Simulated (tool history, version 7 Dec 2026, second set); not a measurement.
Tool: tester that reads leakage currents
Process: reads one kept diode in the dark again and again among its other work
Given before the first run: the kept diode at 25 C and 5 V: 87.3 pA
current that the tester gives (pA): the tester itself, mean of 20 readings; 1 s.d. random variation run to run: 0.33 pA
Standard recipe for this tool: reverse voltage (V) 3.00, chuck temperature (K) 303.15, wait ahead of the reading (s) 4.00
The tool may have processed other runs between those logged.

run,hour,reverse voltage (V),chuck temperature (K),wait ahead of the reading (s),current that the tester gives (pA)
1,0.0,3.00,303.15,4.00,115.65
2,114.7,3.00,303.15,4.00,114.83
3,240.1,3.00,303.15,4.00,116.39
4,346.5,3.00,303.15,4.00,117.47
5,568.2,3.00,303.15,4.00,117.77
6,778.3,3.00,303.15,4.00,118.39
7,946.3,3.00,303.15,2.06,119.11
8,1054.5,3.00,303.15,2.06,119.93
9,1254.4,3.00,303.15,4.00,120.39
10,1368.1,4.52,303.15,0.77,146.61
11,1529.3,3.60,303.15,1.22,132.30
# hour 1597.9: probe card cleaned and baked
12,1651.2,3.36,296.15,0.60,66.22
13,1746.9,3.36,296.15,0.60,66.55
14,1905.6,3.36,310.15,4.00,230.62
15,2048.0,3.36,310.15,4.00,230.24
16,2276.2,12.86,306.15,0.72,299.18
17,2374.1,9.06,310.15,8.12,362.89
18,2553.7,16.38,300.15,0.34,204.53

What if the next run were any one of these 3? Each begins from the tool's condition after run 18:
A,2769.6,16.38,294.15,0.34,?
B,2769.6,5.62,296.15,0.39,?
C,2769.6,1.51,311.15,7.99,?

run,current that the tester gives (pA)
A,125.81
B,89.12
C,182.38
Stripped of hidden state, with their random variation kept, the same runs would have yielded:
run,current that the tester gives (pA)
A,104.06
B,77.20
C,164.91

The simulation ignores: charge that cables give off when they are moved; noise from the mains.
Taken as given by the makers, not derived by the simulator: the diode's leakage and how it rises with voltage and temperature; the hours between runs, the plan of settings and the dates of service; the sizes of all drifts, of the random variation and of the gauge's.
